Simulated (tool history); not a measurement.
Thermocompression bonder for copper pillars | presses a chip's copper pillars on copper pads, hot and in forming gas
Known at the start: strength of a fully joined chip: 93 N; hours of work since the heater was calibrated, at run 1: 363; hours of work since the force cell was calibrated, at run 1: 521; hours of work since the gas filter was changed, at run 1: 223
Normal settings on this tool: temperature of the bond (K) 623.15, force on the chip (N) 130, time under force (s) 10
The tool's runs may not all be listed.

| run | day | temperature of the bond (K) | force on the chip (N) | time under force (s) | hours of work since the heater was calibrated | hours of work since the force cell was calibrated | hours of work since the gas filter was changed | force that shears a chip off (N) |
|---|---|---|---|---|---|---|---|---|
| 1 | 0.000 | 623.15 | 130 | 10 | 363 | 521 | 223 | 61.3 |
| 2 | 0.442 | 623.15 | 130 | 10 | 372 | 530 | 231 | 60.9 |
| 3 | 1.100 | 623.15 | 130 | 10 | 383 | 542 | 243 | 61.5 |
| 4 | 1.846 | 623.15 | 130 | 10 | 397 | 555 | 257 | 59.6 |
| 5 | 2.421 | 623.15 | 177 | 10 | 408 | 566 | 267 | 71.0 |
|  | 2.546 | force cell calibrated |
| 6 | 3.100 | 623.15 | 177 | 10 | 419 | 10 | 279 | 68.7 |
| 7 | 3.683 | 623.15 | 177 | 5 | 429 | 21 | 289 | 58.7 |
|  | 4.062 | force cell calibrated, once more |
| 8 | 4.108 | 596.15 | 160 | 8 | 436 | 1 | 296 | 50.2 |
|  | 4.388 | forming gas filter changed |
| 9 | 4.829 | 596.15 | 160 | 8 | 449 | 14 | 8 | 56.0 |
| 10 | 5.667 | 596.15 | 160 | 8 | 464 | 29 | 23 | 56.1 |
| 11 | 6.462 | 596.15 | 160 | 8 | 478 | 43 | 38 | 55.9 |
| 12 | 7.000 | 596.15 | 160 | 8 | 488 | 53 | 48 | 55.4 |
| 13 | 7.388 | 635.15 | 121 | 13 | 495 | 60 | 55 | 71.1 |

Each row is a separate what-if for the run after 13, all from the same tool condition, not one after another. Results?
| A | 8.150 | 642.15 | 142 | 10 | 509 | 74 | 69 | ? |
| B | 8.150 | 612.15 | 121 | 13 | 509 | 74 | 69 | ? |
| C | 8.150 | 635.15 | 108 | 16 | 509 | 74 | 69 | ? |
| D | 8.150 | 606.15 | 192 | 11 | 509 | 74 | 69 | ? |
| E | 8.150 | 635.15 | 149 | 13 | 509 | 74 | 69 | ? |

| run | force that shears a chip off (N) |
|---|---|
| A | 75.8 |
| B | 62.0 |
| C | 72.6 |
| D | 71.4 |
| E | 76.1 |
Stripped of hidden state, with their random variation kept, the same runs would have yielded:
| run | force that shears a chip off (N) |
|---|---|
| A | 76.1 |
| B | 61.4 |
| C | 72.6 |
| D | 71.1 |
| E | 76.4 |
